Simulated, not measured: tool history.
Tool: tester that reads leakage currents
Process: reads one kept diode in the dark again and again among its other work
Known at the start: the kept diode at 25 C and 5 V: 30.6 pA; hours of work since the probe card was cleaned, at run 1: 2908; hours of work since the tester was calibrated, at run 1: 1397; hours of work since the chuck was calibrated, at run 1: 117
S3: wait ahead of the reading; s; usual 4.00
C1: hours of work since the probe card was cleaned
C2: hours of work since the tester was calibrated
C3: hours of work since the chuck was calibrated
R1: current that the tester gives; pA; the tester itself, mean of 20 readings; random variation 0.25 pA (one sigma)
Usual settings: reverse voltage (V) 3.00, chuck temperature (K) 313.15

Run 1, hour 0.0: usual settings; C1 2908; C2 1397; C3 117. Result: R1 80.03 pA.
Run 2, hour 59.3: usual settings but reverse voltage (V) 9.05; C1 2947; C2 1436; C3 156. Result: R1 131.77 pA.
Run 3, hour 119.0: usual settings but reverse voltage (V) 9.05; C1 2987; C2 1476; C3 196. Result: R1 131.78 pA.
At hour 127.5: probe card cleaned and baked.
Run 4, hour 175.7: usual settings but reverse voltage (V) 9.05; C1 32; C2 1512; C3 232. Result: R1 131.76 pA.
Run 5, hour 214.6: usual settings but reverse voltage (V) 9.05; C1 58; C2 1538; C3 258. Result: R1 131.99 pA.
Run 6, hour 255.7: usual settings; C1 85; C2 1565; C3 285. Result: R1 79.94 pA.
Run 7, hour 313.2: usual settings; C1 124; C2 1603; C3 323. Result: R1 80.11 pA.
Run 8, hour 372.4: usual settings; C1 163; C2 1643; C3 363. Result: R1 80.31 pA.
Run 9, hour 405.8: usual settings; C1 185; C2 1665; C3 385. Result: R1 80.08 pA.
Run 10, hour 466.0: usual settings; C1 225; C2 1705; C3 425. Result: R1 80.16 pA.
Run 11, hour 522.4: usual settings; C1 263; C2 1742; C3 463. Result: R1 79.75 pA.
Run 12, hour 567.7: usual settings; C1 293; C2 1773; C3 493. Result: R1 80.14 pA.
Run 13, hour 635.5: usual settings; C1 338; C2 1818; C3 538. Result: R1 80.22 pA.
Run 14, hour 683.3: usual settings but reverse voltage (V) 3.18, chuck temperature (K) 326.15, S3 3.37 s; C1 370; C2 1849; C3 570. Result: R1 210.83 pA.
Run 15, hour 738.9: usual settings but reverse voltage (V) 3.18, chuck temperature (K) 326.15, S3 3.37 s; C1 407; C2 1886; C3 607. Result: R1 210.57 pA.
Run 16, hour 797.7: usual settings but reverse voltage (V) 3.18, chuck temperature (K) 326.15, S3 3.37 s; C1 446; C2 1926; C3 646. Result: R1 210.56 pA.
Run 17, hour 829.9: usual settings but reverse voltage (V) 7.50, chuck temperature (K) 299.15, S3 5.85 s; C1 467; C2 1947; C3 667. Result: R1 40.52 pA.
Run 18, hour 874.4: usual settings but reverse voltage (V) 5.40, chuck temperature (K) 299.15, S3 0.55 s; C1 497; C2 1977; C3 697. Result: R1 37.22 pA.
Run 19, hour 918.5: usual settings but reverse voltage (V) 5.40, chuck temperature (K) 299.15, S3 0.55 s; C1 526; C2 2006; C3 726. Result: R1 37.26 pA.

Forecast run 20:
Run 20, hour 972.4: usual settings but reverse voltage (V) 13.27, chuck temperature (K) 326.15, S3 1.72 s; C1 562; C2 2042; C3 762. Result: R1 ?.

Run 20 gave R1 402.28 pA.
Without the tool's hidden state the same run would have given R1 402.69 pA.

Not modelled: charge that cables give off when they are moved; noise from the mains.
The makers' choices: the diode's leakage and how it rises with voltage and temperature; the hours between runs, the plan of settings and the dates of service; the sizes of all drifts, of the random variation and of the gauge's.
